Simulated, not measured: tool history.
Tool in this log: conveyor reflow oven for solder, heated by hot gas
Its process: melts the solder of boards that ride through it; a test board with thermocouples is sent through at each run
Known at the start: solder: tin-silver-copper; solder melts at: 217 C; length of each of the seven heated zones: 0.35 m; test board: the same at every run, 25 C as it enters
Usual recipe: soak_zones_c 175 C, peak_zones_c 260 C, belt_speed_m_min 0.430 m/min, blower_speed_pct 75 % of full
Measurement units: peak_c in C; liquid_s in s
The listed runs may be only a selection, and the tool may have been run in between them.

{"run": 1, "hour": 0.0, "soak_zones_c": 175, "peak_zones_c": 260, "belt_speed_m_min": 0.43, "blower_speed_pct": 75, "peak_c": 247.8, "liquid_s": 70.9}
{"run": 2, "hour": 7.5, "soak_zones_c": 175, "peak_zones_c": 260, "belt_speed_m_min": 0.43, "blower_speed_pct": 75, "peak_c": 247.4, "liquid_s": 69.7}
{"run": 3, "hour": 17.4, "soak_zones_c": 175, "peak_zones_c": 260, "belt_speed_m_min": 0.407, "blower_speed_pct": 75, "peak_c": 248.6, "liquid_s": 77.4}
{"run": 4, "hour": 23.8, "soak_zones_c": 175, "peak_zones_c": 260, "belt_speed_m_min": 0.407, "blower_speed_pct": 75, "peak_c": 248.6, "liquid_s": 76.2}
{"run": 5, "hour": 32.8, "soak_zones_c": 186, "peak_zones_c": 260, "belt_speed_m_min": 0.407, "blower_speed_pct": 75, "peak_c": 250.1, "liquid_s": 84.8}
{"run": 6, "hour": 37.4, "soak_zones_c": 186, "peak_zones_c": 260, "belt_speed_m_min": 0.407, "blower_speed_pct": 75, "peak_c": 250.9, "liquid_s": 83.4}
{"run": 7, "hour": 43.0, "soak_zones_c": 186, "peak_zones_c": 260, "belt_speed_m_min": 0.407, "blower_speed_pct": 75, "peak_c": 250.2, "liquid_s": 84.1}
{"run": 8, "hour": 53.5, "soak_zones_c": 186, "peak_zones_c": 260, "belt_speed_m_min": 0.407, "blower_speed_pct": 75, "peak_c": 250.0, "liquid_s": 83.7}
{"run": 9, "hour": 61.7, "soak_zones_c": 175, "peak_zones_c": 260, "belt_speed_m_min": 0.43, "blower_speed_pct": 55, "peak_c": 243.2, "liquid_s": 65.2}
{"run": 10, "hour": 71.8, "soak_zones_c": 175, "peak_zones_c": 260, "belt_speed_m_min": 0.43, "blower_speed_pct": 55, "peak_c": 244.5, "liquid_s": 65.9}
{"run": 11, "hour": 76.9, "soak_zones_c": 175, "peak_zones_c": 260, "belt_speed_m_min": 0.43, "blower_speed_pct": 56, "peak_c": 243.7, "liquid_s": 64.6}
{"run": 12, "hour": 82.7, "soak_zones_c": 175, "peak_zones_c": 260, "belt_speed_m_min": 0.43, "blower_speed_pct": 56, "peak_c": 244.5, "liquid_s": 65.5}
{"run": 13, "hour": 91.5, "soak_zones_c": 175, "peak_zones_c": 260, "belt_speed_m_min": 0.43, "blower_speed_pct": 56, "peak_c": 244.9, "liquid_s": 65.5}
{"run": 14, "hour": 96.4, "soak_zones_c": 175, "peak_zones_c": 260, "belt_speed_m_min": 0.435, "blower_speed_pct": 56, "peak_c": 244.1, "liquid_s": 63.6}
{"run": 15, "hour": 104.4, "soak_zones_c": 175, "peak_zones_c": 260, "belt_speed_m_min": 0.435, "blower_speed_pct": 56, "peak_c": 244.1, "liquid_s": 64.0}
{"run": 16, "hour": 109.1, "soak_zones_c": 175, "peak_zones_c": 260, "belt_speed_m_min": 0.435, "blower_speed_pct": 56, "peak_c": 243.8, "liquid_s": 63.9}
{"run": 17, "hour": 119.9, "soak_zones_c": 175, "peak_zones_c": 260, "belt_speed_m_min": 0.435, "blower_speed_pct": 56, "peak_c": 243.8, "liquid_s": 63.9}
{"run": 18, "hour": 127.6, "soak_zones_c": 170, "peak_zones_c": 271, "belt_speed_m_min": 0.435, "blower_speed_pct": 56, "peak_c": 251.9, "liquid_s": 70.8}
{"hour": 133.4, "done": "flux residue cleaned out of gas plates and filters"}
{"run": 19, "hour": 141.2, "soak_zones_c": 174, "peak_zones_c": 259, "belt_speed_m_min": 0.441, "blower_speed_pct": 63, "peak_c": 246.7, "liquid_s": 67.8}
{"run": 20, "hour": 150.4, "soak_zones_c": 175, "peak_zones_c": 271, "belt_speed_m_min": 0.345, "blower_speed_pct": 75, "peak_c": 264.6, "liquid_s": 107.6}
{"hour": 154.9, "done": "belt drive overhauled, speed set with a stopwatch"}
{"run": 21, "hour": 161.3, "soak_zones_c": 175, "peak_zones_c": 271, "belt_speed_m_min": 0.345, "blower_speed_pct": 75, "peak_c": 264.7, "liquid_s": 109.0}
{"run": 22, "hour": 169.0, "soak_zones_c": 175, "peak_zones_c": 271, "belt_speed_m_min": 0.461, "blower_speed_pct": 75, "peak_c": 258.7, "liquid_s": 75.4}
{"run": 23, "hour": 175.4, "soak_zones_c": 175, "peak_zones_c": 271, "belt_speed_m_min": 0.461, "blower_speed_pct": 75, "peak_c": 258.2, "liquid_s": 75.6}
{"run": 24, "hour": 183.5, "soak_zones_c": 175, "peak_zones_c": 275, "belt_speed_m_min": 0.461, "blower_speed_pct": 81, "peak_c": 262.9, "liquid_s": 78.6}
{"run": 25, "hour": 188.1, "soak_zones_c": 175, "peak_zones_c": 275, "belt_speed_m_min": 0.461, "blower_speed_pct": 81, "peak_c": 262.2, "liquid_s": 78.4}
{"run": 26, "hour": 195.7, "soak_zones_c": 180, "peak_zones_c": 264, "belt_speed_m_min": 0.448, "blower_speed_pct": 67, "peak_c": 252.9, "liquid_s": 75.0}
{"hour": 202.4, "done": "belt drive overhauled, speed set with a stopwatch, once more"}
{"run": 27, "hour": 205.3, "soak_zones_c": 180, "peak_zones_c": 264, "belt_speed_m_min": 0.448, "blower_speed_pct": 67, "peak_c": 250.9, "liquid_s": 74.4}
{"run": 28, "hour": 214.8, "soak_zones_c": 169, "peak_zones_c": 254, "belt_speed_m_min": 0.51, "blower_speed_pct": 68, "peak_c": 238.4, "liquid_s": 45.0}
{"run": 29, "hour": 219.9, "soak_zones_c": 176, "peak_zones_c": 260, "belt_speed_m_min": 0.43, "blower_speed_pct": 75, "peak_c": 250.2, "liquid_s": 73.6}

Run 30 has not been measured yet. What should we expect?
{"run": 30, "hour": 229.2, "soak_zones_c": 180, "peak_zones_c": 260, "belt_speed_m_min": 0.43, "blower_speed_pct": 75, "peak_c": "?", "liquid_s": "?"}

Run 30 yielded peak_c 249.8 C, liquid_s 75.4 s.
Had the tool carried no hidden state, the very same run would have given peak_c 250.4 C, liquid_s 76.1 s.

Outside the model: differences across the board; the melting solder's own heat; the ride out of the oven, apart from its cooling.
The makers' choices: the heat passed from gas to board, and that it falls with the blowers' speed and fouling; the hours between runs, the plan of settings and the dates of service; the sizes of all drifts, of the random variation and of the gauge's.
